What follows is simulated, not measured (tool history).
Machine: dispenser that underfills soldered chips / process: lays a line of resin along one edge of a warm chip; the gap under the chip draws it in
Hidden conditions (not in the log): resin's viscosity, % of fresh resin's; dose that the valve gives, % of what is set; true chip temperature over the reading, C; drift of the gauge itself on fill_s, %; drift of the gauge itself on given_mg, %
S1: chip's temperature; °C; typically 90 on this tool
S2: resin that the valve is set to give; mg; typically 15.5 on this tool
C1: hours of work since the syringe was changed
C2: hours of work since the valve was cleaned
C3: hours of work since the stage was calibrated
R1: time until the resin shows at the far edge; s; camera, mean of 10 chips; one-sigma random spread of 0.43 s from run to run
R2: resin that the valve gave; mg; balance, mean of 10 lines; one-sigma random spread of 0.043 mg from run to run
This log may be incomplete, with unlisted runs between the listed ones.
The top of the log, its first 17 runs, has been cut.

run   hour   S1    S2  C1  C2   C3    R1     R2
     132.1  -- new syringe of resin
     139.5  -- dispensing valve cleaned and set on the balance
 18  140.1   93    17   5   0  226  39.7  17.07
     141.1  -- new syringe of resin
 19  147.3   93    17   5   6  231  36.9  16.95
     149.2  -- new syringe of resin
     156.9  -- new syringe of resin
 20  158.3   93    17   1  14  239  29.4  16.85
     164.6  -- new syringe of resin
 21    165   96  18.1   0  19  244  23.5  17.77
     172.6  -- new syringe of resin
 22  172.8   90  14.7   0  24  250  29.9  14.48
       181  -- new syringe of resin
 23    181   90  13.3   0  30  256  30.3  12.94
     189.3  -- new syringe of resin
 24  191.5   90  13.3   2  38  264  34.9  12.88
     196.9  -- new syringe of resin
 25    199   90  13.4   2  44  269  34.4  12.88
     204.6  -- new syringe of resin
 26  206.3   86  13.6   1  49  274  38.5  13.07
     212.6  -- new syringe of resin
 27    217   81  19.1   3  57  282  53.2  18.12
     220.2  -- new syringe of resin
     222.9  -- dispensing valve cleaned and set on the balance
 28  223.5   87  14.7   2   1  286  38.8  14.71
       229  -- new syringe of resin
 29  234.3   87  14.7   4   9  294  43.9   14.6
     236.7  -- new syringe of resin
 30  239.8   87    16   2  13  298  40.1   15.8
     244.7  -- new syringe of resin
 31  249.2   97    16   3  19  305  29.4  15.76
     252.5  -- new syringe of resin
 32    254  101  18.2   1  23  309  21.7  17.79

Below are 3 alternative next runs, each starting from the tool's condition after run 32. Predict each:
  A  259.1   81  13.5   5  27  313   ?   ?
  B  259.1  101  15.5   5  27  313   ?   ?
  C  259.1  101    14   5  27  313   ?   ?

run    R1     R2
  A  60.5  13.14
  B  29.3  15.12
  C  29.6  13.68
What these runs would have given with no unlogged condition in the tool:
run    R1     R2
  A    43  13.46
  B  20.9  15.49
  C  21.1  14.01
